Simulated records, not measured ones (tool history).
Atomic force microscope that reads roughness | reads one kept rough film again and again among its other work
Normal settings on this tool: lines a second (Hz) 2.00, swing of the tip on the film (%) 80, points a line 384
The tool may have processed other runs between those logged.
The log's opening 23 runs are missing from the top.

run    hour  lines a second (Hz)  swing of the tip on the film (%)  points a line  roughness of the kept film (nm (root mean square))
 24  1294.9                 1.34                                80            458                                               1.980
     1334.4  -- new tip fitted
 25  1367.7                 1.34                                80            653                                               1.990
 26  1422.5                 1.98                                76            977                                               1.936
 27  1478.0                 2.00                                69            384                                               2.020
     1507.5  -- new tip fitted
 28  1536.3                 1.59                                62            408                                               2.144
 29  1574.8                 2.13                                56            685                                               2.156
 30  1638.4                 2.34                                63            442                                               2.049
     1681.5  -- new tip fitted
 31  1712.3                 2.00                                68            366                                               2.022
 32  1778.1                 2.62                                68            464                                               1.964
 33  1830.4                 3.33                                64            464                                               1.972
     1856.3  -- new tip fitted
 34  1895.5                 0.66                                74            438                                               2.157
 35  1973.3                 0.66                                64            438                                               2.181
     2031.9  -- new tip fitted
 36  2043.3                 3.68                                62            323                                               1.956

4 ways to go on from here, each from the tool as it stands after run 36. What would each give?
  A  2102.0                 3.68                                76            323                                                   ?
  B  2102.0                 3.68                                61            735                                                   ?
  C  2102.0                 3.57                                58            714                                                   ?
  D  2102.0                 2.11                                81            847                                                   ?

run  roughness of the kept film (nm (root mean square))
  A                                               1.680
  B                                               1.994
  C                                               2.049
  D                                               1.822
Without the tool's hidden state the same runs would have given:
run  roughness of the kept film (nm (root mean square))
  A                                               1.686
  B                                               2.000
  C                                               2.055
  D                                               1.828
